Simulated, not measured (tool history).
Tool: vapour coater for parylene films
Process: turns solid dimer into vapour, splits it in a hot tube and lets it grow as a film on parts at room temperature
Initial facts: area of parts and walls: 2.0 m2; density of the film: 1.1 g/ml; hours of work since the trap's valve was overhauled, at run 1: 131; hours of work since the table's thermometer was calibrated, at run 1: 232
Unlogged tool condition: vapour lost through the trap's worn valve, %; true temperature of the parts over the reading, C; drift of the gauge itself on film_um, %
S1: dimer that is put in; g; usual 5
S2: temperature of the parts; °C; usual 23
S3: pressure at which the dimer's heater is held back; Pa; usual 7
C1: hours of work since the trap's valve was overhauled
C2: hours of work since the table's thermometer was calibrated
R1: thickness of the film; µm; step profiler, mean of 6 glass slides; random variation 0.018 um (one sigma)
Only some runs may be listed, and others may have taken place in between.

Run 1, day 0: usual settings; C1 131; C2 232. Result: R1 1.07 µm.
Run 2, day 1.812: usual settings; C1 162; C2 263. Result: R1 1.06 µm.
Run 3, day 3.875: usual settings but S2 24 °C; C1 198; C2 299. Result: R1 1 µm.
Run 4, day 5.583: usual settings but S2 21 °C; C1 227; C2 329. Result: R1 1.14 µm.
At day 7.104: trap's valve overhauled.
Run 5, day 7.792: usual settings but S2 21 °C; C1 12; C2 364. Result: R1 1.15 µm.
Run 6, day 9.879: usual settings but S3 2.15 Pa; C1 48; C2 400. Result: R1 1.14 µm.
Run 7, day 10.929: usual settings but S3 2.15 Pa; C1 66; C2 418. Result: R1 1.08 µm.
Run 8, day 12.279: usual settings; C1 90; C2 442. Result: R1 1.07 µm.
Run 9, day 14.104: usual settings; C1 121; C2 473. Result: R1 1.04 µm.
Run 10, day 16.012: usual settings; C1 154; C2 506. Result: R1 1.08 µm.
Run 11, day 17.892: usual settings; C1 187; C2 539. Result: R1 1.07 µm.
Run 12, day 19.717: usual settings; C1 218; C2 571. Result: R1 1 µm.
Run 13, day 20.992: usual settings; C1 241; C2 593. Result: R1 1.04 µm.
At day 21.742: trap's valve overhauled.
Run 14, day 23.054: usual settings; C1 23; C2 626. Result: R1 1.07 µm.
Run 15, day 23.95: usual settings; C1 38; C2 641. Result: R1 1.07 µm.
Run 16, day 25.708: usual settings but S1 3 g, S2 17 °C, S3 11.33 Pa; C1 69; C2 671. Result: R1 0.75 µm.
Run 17, day 26.604: usual settings but S2 20 °C, S3 10.5 Pa; C1 84; C2 687. Result: R1 1.14 µm.
Run 18, day 28.638: usual settings but S1 6 g, S2 25 °C, S3 2.92 Pa; C1 119; C2 722. Result: R1 1.23 µm.
Run 19, day 29.554: usual settings but S1 6 g, S2 25 °C, S3 2.92 Pa; C1 135; C2 738. Result: R1 1.24 µm.
Run 20, day 31.558: usual settings but S1 6 g, S2 25 °C, S3 2.92 Pa; C1 170; C2 773. Result: R1 1.23 µm.
Run 21, day 33.362: usual settings but S2 17 °C, S3 2.42 Pa; C1 201; C2 804. Result: R1 1.38 µm.
Run 22, day 34.517: usual settings but S2 17 °C, S3 2.42 Pa; C1 221; C2 824. Result: R1 1.38 µm.
Run 23, day 36.025: usual settings but S1 6 g, S2 34 °C, S3 9.4 Pa; C1 247; C2 850. Result: R1 0.83 µm.
At day 36.379: trap's valve overhauled.
Run 24, day 37.454: usual settings but S1 6 g, S3 6.04 Pa; C1 19; C2 872. Result: R1 1.28 µm.
Run 25, day 38.521: usual settings but S1 3 g, S2 26 °C, S3 4.66 Pa; C1 37; C2 890. Result: R1 0.57 µm.
Run 26, day 40.308: usual settings but S2 19 °C, S3 2.2 Pa; C1 68; C2 921. Result: R1 1.33 µm.
Run 27, day 41.417: usual settings but S1 2 g, S2 21 °C, S3 9.42 Pa; C1 87; C2 941. Result: R1 0.44 µm.
Run 28, day 42.296: usual settings but S1 2 g, S2 21 °C, S3 9.42 Pa; C1 102; C2 956. Result: R1 0.43 µm.
Run 29, day 44.008: usual settings but S2 21 °C, S3 3.37 Pa; C1 132; C2 986. Result: R1 1.15 µm.

Branching from run 29: 3 alternative next runs. What would each branch give?
Run A, day 44.933: usual settings but S1 3 g, S3 7.5 Pa; C1 148; C2 1002. Result: R1 ?.
Run B, day 44.933: usual settings but S1 4 g, S3 3.38 Pa; C1 148; C2 1002. Result: R1 ?.
Run C, day 44.933: usual settings but S2 31 °C; C1 148; C2 1002. Result: R1 ?.

run    R1
  A  0.61
  B  0.84
  C  0.75
Take away the tool's hidden state, keep each run's random variation, and the runs would have read:
run    R1
  A  0.61
  B  0.84
  C  0.75
